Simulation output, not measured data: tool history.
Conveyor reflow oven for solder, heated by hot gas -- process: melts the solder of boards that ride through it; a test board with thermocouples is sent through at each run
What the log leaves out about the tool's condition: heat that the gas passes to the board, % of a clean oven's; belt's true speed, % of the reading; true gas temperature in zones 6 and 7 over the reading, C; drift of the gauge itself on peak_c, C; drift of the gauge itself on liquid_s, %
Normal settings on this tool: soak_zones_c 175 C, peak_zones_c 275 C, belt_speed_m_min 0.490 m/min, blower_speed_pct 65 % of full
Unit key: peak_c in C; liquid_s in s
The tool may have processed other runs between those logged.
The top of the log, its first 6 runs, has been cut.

run,hour,soak_zones_c,peak_zones_c,belt_speed_m_min,blower_speed_pct,hours of work since the flux was cleaned out,hours of work since the belt drive was overhauled,hours of work since the thermocouples were changed,peak_c,liquid_s
7,170.7,175,275,0.490,65,69,446,140,262.8,72.9
8,201.1,175,275,0.490,73,88,465,159,263.9,73.8
9,231.3,175,275,0.502,65,106,483,177,261.9,70.4
10,250.1,175,275,0.502,65,118,495,189,261.7,70.3
11,279.4,175,275,0.502,65,135,512,206,261.6,70.3
12,303.5,175,275,0.490,65,150,527,221,262.6,72.5
13,325.8,175,275,0.490,65,164,541,235,262.2,72.5
14,354.2,175,275,0.490,65,181,558,252,262.2,72.7
15,371.1,175,275,0.585,65,191,568,262,256.5,56.3
16,395.2,173,268,0.557,65,206,583,277,251.1,55.5
17,412.7,175,274,0.490,79,216,593,287,263.6,73.6
18,445.6,175,274,0.405,79,236,613,307,267.9,93.0
19,469.0,189,279,0.523,72,250,627,322,266.7,75.5
20,493.2,189,279,0.523,72,265,642,336,267.1,75.3
21,510.7,175,275,0.515,54,276,653,347,257.7,65.4
22,541.9,169,275,0.515,71,295,672,366,260.2,65.6
23,577.4,175,271,0.537,56,316,693,387,252.5,58.9
24,600.8,170,264,0.490,65,331,708,402,250.4,62.6

What does the tool deliver on the next run?
25,616.8,170,264,0.490,65,340,717,411,?,?

peak_c: 251.1 C
liquid_s: 62.5 s
On a tool with no hidden condition, and with the same random variation, this run would have come out at peak_c 252.4 C, liquid_s 63.9 s.
